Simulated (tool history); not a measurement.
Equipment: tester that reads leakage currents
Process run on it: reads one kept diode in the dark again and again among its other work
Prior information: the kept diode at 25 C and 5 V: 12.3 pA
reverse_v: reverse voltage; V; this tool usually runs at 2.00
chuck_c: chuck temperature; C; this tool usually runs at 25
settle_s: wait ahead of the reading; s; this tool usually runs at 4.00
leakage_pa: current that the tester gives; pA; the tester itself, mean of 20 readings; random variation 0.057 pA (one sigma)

run 1 hour=0.0 | reverse_v=2.00 chuck_c=25 settle_s=4.00 | leakage_pa=8.77
run 2 hour=137.5 | reverse_v=3.10 chuck_c=25 settle_s=4.00 | leakage_pa=10.42
run 3 hour=329.7 | reverse_v=7.02 chuck_c=25 settle_s=4.00 | leakage_pa=14.80
run 4 hour=453.5 | reverse_v=7.02 chuck_c=25 settle_s=4.00 | leakage_pa=14.61
run 5 hour=643.0 | reverse_v=2.00 chuck_c=25 settle_s=4.00 | leakage_pa=8.45
run 6 hour=797.2 | reverse_v=1.01 chuck_c=25 settle_s=4.00 | leakage_pa=6.34
-- hour=812.9 chuck's temperature calibrated
run 7 hour=889.2 | reverse_v=1.01 chuck_c=25 settle_s=4.00 | leakage_pa=7.03
run 8 hour=1048.1 | reverse_v=2.00 chuck_c=25 settle_s=6.73 | leakage_pa=9.04
run 9 hour=1137.4 | reverse_v=2.00 chuck_c=25 settle_s=6.73 | leakage_pa=8.91
run 10 hour=1219.4 | reverse_v=2.00 chuck_c=25 settle_s=6.73 | leakage_pa=9.06
run 11 hour=1329.4 | reverse_v=2.57 chuck_c=25 settle_s=4.53 | leakage_pa=9.96
run 12 hour=1495.9 | reverse_v=10.93 chuck_c=22 settle_s=5.02 | leakage_pa=15.73
run 13 hour=1623.5 | reverse_v=2.00 chuck_c=22 settle_s=0.98 | leakage_pa=7.30
run 14 hour=1708.6 | reverse_v=6.17 chuck_c=49 settle_s=3.89 | leakage_pa=76.80
-- hour=1759.8 probe card cleaned and baked
run 15 hour=1886.0 | reverse_v=5.24 chuck_c=51 settle_s=0.64 | leakage_pa=80.80
run 16 hour=2001.2 | reverse_v=2.00 chuck_c=34 settle_s=4.00 | leakage_pa=16.13
run 17 hour=2160.4 | reverse_v=2.00 chuck_c=34 settle_s=4.00 | leakage_pa=16.06
-- hour=2277.6 chuck's temperature calibrated
run 18 hour=2292.0 | reverse_v=11.74 chuck_c=51 settle_s=4.00 | leakage_pa=115.21
run 19 hour=2445.4 | reverse_v=9.74 chuck_c=39 settle_s=4.00 | leakage_pa=45.89
run 20 hour=2546.6 | reverse_v=19.63 chuck_c=46 settle_s=2.47 | leakage_pa=98.29

Predict each of these 3 candidate next runs independently; none follows another, all start after run 20:
-- hour=2631.9 tester calibrated
run A hour=2747.9 | reverse_v=1.01 chuck_c=33 settle_s=8.59 | leakage_pa=?
-- hour=2631.9 tester calibrated
run B hour=2747.9 | reverse_v=1.16 chuck_c=20 settle_s=6.29 | leakage_pa=?
-- hour=2631.9 tester calibrated
run C hour=2747.9 | reverse_v=19.63 chuck_c=43 settle_s=2.47 | leakage_pa=?

run=A leakage_pa=12.47
run=B leakage_pa=4.77
run=C leakage_pa=81.59
Without the tool's hidden state the same runs would have given:
run=A leakage_pa=12.79
run=B leakage_pa=4.84
run=C leakage_pa=82.35

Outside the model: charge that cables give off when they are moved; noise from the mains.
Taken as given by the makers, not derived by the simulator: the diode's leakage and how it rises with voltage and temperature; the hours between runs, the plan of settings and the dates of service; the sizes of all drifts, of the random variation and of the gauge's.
